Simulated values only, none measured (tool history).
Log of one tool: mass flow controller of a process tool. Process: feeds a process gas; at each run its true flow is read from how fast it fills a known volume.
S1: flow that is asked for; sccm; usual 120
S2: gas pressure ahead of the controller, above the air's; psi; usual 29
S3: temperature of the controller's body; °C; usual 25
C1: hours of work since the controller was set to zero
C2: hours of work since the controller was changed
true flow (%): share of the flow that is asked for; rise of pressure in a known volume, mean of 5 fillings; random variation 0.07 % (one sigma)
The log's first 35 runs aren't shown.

run 36 hour=12794 | S1=120 S2=31.3 S3=26 | C1=1297 C2=9410 | true_flow_(%)=101.86
run 37 hour=13164.9 | S1=62 S2=35 S3=25 | C1=1452 C2=9564 | true_flow_(%)=101.15
run 38 hour=13443.9 | S1=109 S2=30 S3=29 | C1=1568 C2=9680 | true_flow_(%)=102.09
run 39 hour=13715.1 | S1=120 S2=29 S3=23 | C1=1680 C2=9792 | true_flow_(%)=102.05
run 40 hour=14180.9 | S1=196 S2=37.1 S3=23 | C1=1874 C2=9986 | true_flow_(%)=102.95
run 41 hour=14439.9 | S1=196 S2=37.1 S3=34 | C1=1982 C2=10094 | true_flow_(%)=103.32
run 42 hour=14668.7 | S1=196 S2=37.1 S3=34 | C1=2077 C2=10189 | true_flow_(%)=103.37
run 43 hour=15054.7 | S1=140 S2=23.9 S3=23 | C1=2237 C2=10349 | true_flow_(%)=102.71
run 44 hour=15347.9 | S1=108 S2=33.1 S3=24 | C1=2359 C2=10471 | true_flow_(%)=102.12

Forecast each of these 3 alternatives for the next run:
run A hour=15806.5 | S1=120 S2=29 S3=25 | C1=2550 C2=10662 | true_flow_(%)=?
run B hour=15806.5 | S1=130 S2=22 S3=27 | C1=2550 C2=10662 | true_flow_(%)=?
run C hour=15806.5 | S1=108 S2=26.7 S3=23 | C1=2550 C2=10662 | true_flow_(%)=?

run=A true_flow_(%)=102.57
run=B true_flow_(%)=102.93
run=C true_flow_(%)=102.28
Without the tool's hidden state the same runs would have given:
run=A true_flow_(%)=98.82
run=B true_flow_(%)=99.22
run=C true_flow_(%)=98.49
